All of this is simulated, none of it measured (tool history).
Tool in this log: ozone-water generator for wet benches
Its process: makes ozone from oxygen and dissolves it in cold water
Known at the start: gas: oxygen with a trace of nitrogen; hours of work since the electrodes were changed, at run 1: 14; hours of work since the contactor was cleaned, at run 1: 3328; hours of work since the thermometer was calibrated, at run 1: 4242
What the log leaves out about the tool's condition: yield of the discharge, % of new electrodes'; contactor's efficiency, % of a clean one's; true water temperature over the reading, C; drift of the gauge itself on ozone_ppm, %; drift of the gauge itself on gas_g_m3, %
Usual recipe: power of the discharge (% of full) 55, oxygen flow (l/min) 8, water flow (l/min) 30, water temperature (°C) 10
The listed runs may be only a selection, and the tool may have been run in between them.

run   hour  power of the discharge (% of full)  oxygen flow (l/min)  water flow (l/min)  water temperature (°C)  hours of work since the electrodes were changed  hours of work since the contactor was cleaned  hours of work since the thermometer was calibrated  dissolved ozone (ppm)  ozone in the gas ahead of the water (g/m3)
  1      0                                  55                    8                  30                      10                                               14                                           3328                                                4242                   23.9                                       205.2
  2   15.5                                  65                    8                  30                      10                                               24                                           3338                                                4252                   26.9                                       231.1
  3   43.9                                  65                    8                  30                      10                                               43                                           3357                                                4271                   26.8                                       232.6
  4   58.8                                  55                    8                  36                      10                                               52                                           3367                                                4281                   20.6                                       205.8
  5   84.2                                  55                    8                  30                      10                                               69                                           3383                                                4298                   23.8                                       204.6
  6  105.6                                  55                 7.06                  30                      10                                               83                                           3397                                                4312                   22.8                                       211.9
  7  127.2                                  55                    8                  30                      10                                               97                                           3412                                                4326                     24                                       204.2
  8  153.5                                  55                    8                  37                      10                                              114                                           3429                                                4343                   19.8                                       201.9
  9  183.6                                  55                    8                  37                      10                                              134                                           3449                                                4363                   20.1                                         203
 10  205.8                                  55                    8                  27                      10                                              149                                           3463                                                4377                   25.9                                       201.6
 11  219.7                                  55                 5.28                  30                      10                                              158                                           3472                                                4386                     21                                       237.4
 12  233.5                                  55                11.46                  30                      10                                              167                                           3481                                                4395                   25.5                                       179.7
 13  259.9                                  55                11.46                  30                      10                                              184                                           3499                                                4413                   25.5                                         180
 14  276.5                                  55                11.46                  30                      10                                              195                                           3510                                                4424                   25.4                                       179.1
 15  293.2                                  60                10.61                  30                      10                                              206                                           3521                                                4435                     27                                       198.1
 16  323.6                                  60                10.61                  30                      10                                              226                                           3540                                                4455                   26.7                                       197.1
 17  350.6                                  60                 7.12                  30                      10                                              244                                           3558                                                4472                   24.4                                       228.1
 18  374.4                                  55                    8                  30                       5                                              259                                           3574                                                4488                   25.2                                       202.4
 19  400.2                                  55                11.19                  25                      10                                              276                                           3591                                                4505                   29.1                                       181.5
 20  413.2                                  55                 9.45                  30                       6                                              285                                           3599                                                4513                     26                                       190.2
 21  442.3                                  55                 9.45                  30                       6                                              304                                           3618                                                4532                   25.8                                       191.7
 22  467.5                                  71                    8                  43                      10                                              320                                           3635                                                4549                   21.1                                       246.5
 23  489.9                                  71                    8                  35                      13                                              335                                           3650                                                4564                   24.3                                       243.8
 24  514.1                                  71                    8                  35                      13                                              351                                           3665                                                4580                   24.2                                       242.4
 25  543.3                                  45                 4.88                  35                      13                                              370                                           3685                                                4599                   14.6                                       208.4
 26  565.7                                  79                 9.08                  20                      10                                              385                                           3699                                                4613                   42.2                                       250.3
 27    588                                  73                10.05                  30                      10                                              399                                           3714                                                4628                   30.1                                       231.1
 28  602.6                                  73                10.05                  30                      10                                              409                                           3723                                                4638                   30.3                                       229.1

Branching from run 28: 5 alternative next runs. What would each branch give?
  A  630.4                                  55                 5.32                  30                      10                                              427                                           3742                                                4656                      ?                                           ?
  B  630.4                                  65                    8                  47                      10                                              427                                           3742                                                4656                      ?                                           ?
  C  630.4                                  73                  6.9                  43                      10                                              427                                           3742                                                4656                      ?                                           ?
  D  630.4                                  96                    8                  30                      10                                              427                                           3742                                                4656                      ?                                           ?
  E  630.4                                  59                    8                  41                       8                                              427                                           3742                                                4656                      ?                                           ?

run  dissolved ozone (ppm)  ozone in the gas ahead of the water (g/m3)
  A                   21.1                                       235.3
  B                   18.1                                       228.9
  C                     20                                       263.2
  D                   34.8                                       304.8
  E                   19.4                                       213.4
Stripped of hidden state, with their random variation kept, the same runs would have yielded:
run  dissolved ozone (ppm)  ozone in the gas ahead of the water (g/m3)
  A                     22                                       236.5
  B                     19                                       230.3
  C                     21                                         265
  D                   36.4                                       307.2
  E                   20.3                                       214.6

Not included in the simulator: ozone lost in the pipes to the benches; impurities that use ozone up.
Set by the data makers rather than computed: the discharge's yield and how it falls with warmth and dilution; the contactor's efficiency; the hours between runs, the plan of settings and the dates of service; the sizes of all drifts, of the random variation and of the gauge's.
